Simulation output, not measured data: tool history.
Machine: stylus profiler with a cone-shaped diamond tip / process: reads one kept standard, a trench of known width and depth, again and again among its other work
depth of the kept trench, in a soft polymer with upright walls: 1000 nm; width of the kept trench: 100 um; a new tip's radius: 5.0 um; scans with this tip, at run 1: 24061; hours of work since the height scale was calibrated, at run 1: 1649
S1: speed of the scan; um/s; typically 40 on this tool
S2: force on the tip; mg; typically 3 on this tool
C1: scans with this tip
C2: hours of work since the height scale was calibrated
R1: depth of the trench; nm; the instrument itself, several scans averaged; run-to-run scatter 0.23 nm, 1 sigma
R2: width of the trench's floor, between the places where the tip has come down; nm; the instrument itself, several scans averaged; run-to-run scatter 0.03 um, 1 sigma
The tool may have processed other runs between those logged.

run 1 hour=0 | S1=40 S2=3 | C1=24061 C2=1649 | R1=1022.28 R2=88480
run 2 hour=19.8 | S1=40 S2=3 | C1=24278 C2=1664 | R1=1022.6 R2=88410
run 3 hour=30.5 | S1=40 S2=3 | C1=24395 C2=1672 | R1=1022.49 R2=88390
run 4 hour=49 | S1=40 S2=3 | C1=24597 C2=1686 | R1=1022.74 R2=88350
-- hour=66.9 new tip fitted, height scale calibrated
run 5 hour=66.9 | S1=40 S2=3 | C1=0 C2=0 | R1=1016.5 R2=94040
run 6 hour=82.4 | S1=40 S2=5.97 | C1=169 C2=12 | R1=1026.45 R2=93990
run 7 hour=100.7 | S1=40 S2=4.89 | C1=369 C2=25 | R1=1022.9 R2=93920
run 8 hour=120.6 | S1=40 S2=4.89 | C1=587 C2=40 | R1=1022.49 R2=93820
run 9 hour=140 | S1=40 S2=4.89 | C1=799 C2=55 | R1=1022.88 R2=93790
run 10 hour=157.6 | S1=22 S2=4.89 | C1=992 C2=68 | R1=1022.86 R2=93700
run 11 hour=172.9 | S1=22 S2=4.21 | C1=1160 C2=79 | R1=1020.86 R2=93690
run 12 hour=191.7 | S1=127 S2=4.21 | C1=1365 C2=94 | R1=1020.79 R2=93440
run 13 hour=212.7 | S1=17 S2=1.74 | C1=1595 C2=109 | R1=1011.87 R2=93520
run 14 hour=222.5 | S1=17 S2=1.74 | C1=1703 C2=117 | R1=1011.96 R2=93490
run 15 hour=239.6 | S1=17 S2=1.74 | C1=1890 C2=130 | R1=1012.34 R2=93430
run 16 hour=250.7 | S1=81 S2=1.02 | C1=2011 C2=138 | R1=1008.4 R2=93180
run 17 hour=271.8 | S1=81 S2=1.02 | C1=2242 C2=154 | R1=1008.77 R2=93100
run 18 hour=292.3 | S1=106 S2=2.58 | C1=2467 C2=169 | R1=1015.72 R2=93120
run 19 hour=310.4 | S1=106 S2=2.58 | C1=2664 C2=183 | R1=1016.18 R2=93040
run 20 hour=329.4 | S1=106 S2=2.58 | C1=2872 C2=197 | R1=1015.96 R2=92970
run 21 hour=345.4 | S1=41 S2=8.87 | C1=3047 C2=209 | R1=1034.73 R2=93130
run 22 hour=356.2 | S1=70 S2=3.93 | C1=3165 C2=217 | R1=1020.4 R2=92990
run 23 hour=377.7 | S1=34 S2=1.41 | C1=3401 C2=233 | R1=1010.91 R2=92910
run 24 hour=389.5 | S1=16 S2=1.58 | C1=3530 C2=242 | R1=1012.15 R2=92940

Consider 5 possible next runs. They are alternatives, not a sequence: every one starts from the tool as it was left by run 24. What does each give?
run A hour=399.3 | S1=68 S2=1.58 | C1=3637 C2=249 | R1=? R2=?
run B hour=399.3 | S1=26 S2=4.13 | C1=3637 C2=249 | R1=? R2=?
run C hour=399.3 | S1=30 S2=3.17 | C1=3637 C2=249 | R1=? R2=?
run D hour=399.3 | S1=65 S2=4.95 | C1=3637 C2=249 | R1=? R2=?
run E hour=399.3 | S1=27 S2=3.64 | C1=3637 C2=249 | R1=? R2=?

run=A R1=1011.87 R2=92800
run=B R1=1021.14 R2=92960
run=C R1=1018.06 R2=92940
run=D R1=1023.88 R2=92900
run=E R1=1019.79 R2=92950
Had the tool no hidden state, the same runs would have come out as:
run=A R1=1010.45 R2=93820
run=B R1=1019.71 R2=93980
run=C R1=1016.63 R2=93960
run=D R1=1022.44 R2=93920
run=E R1=1018.35 R2=93970
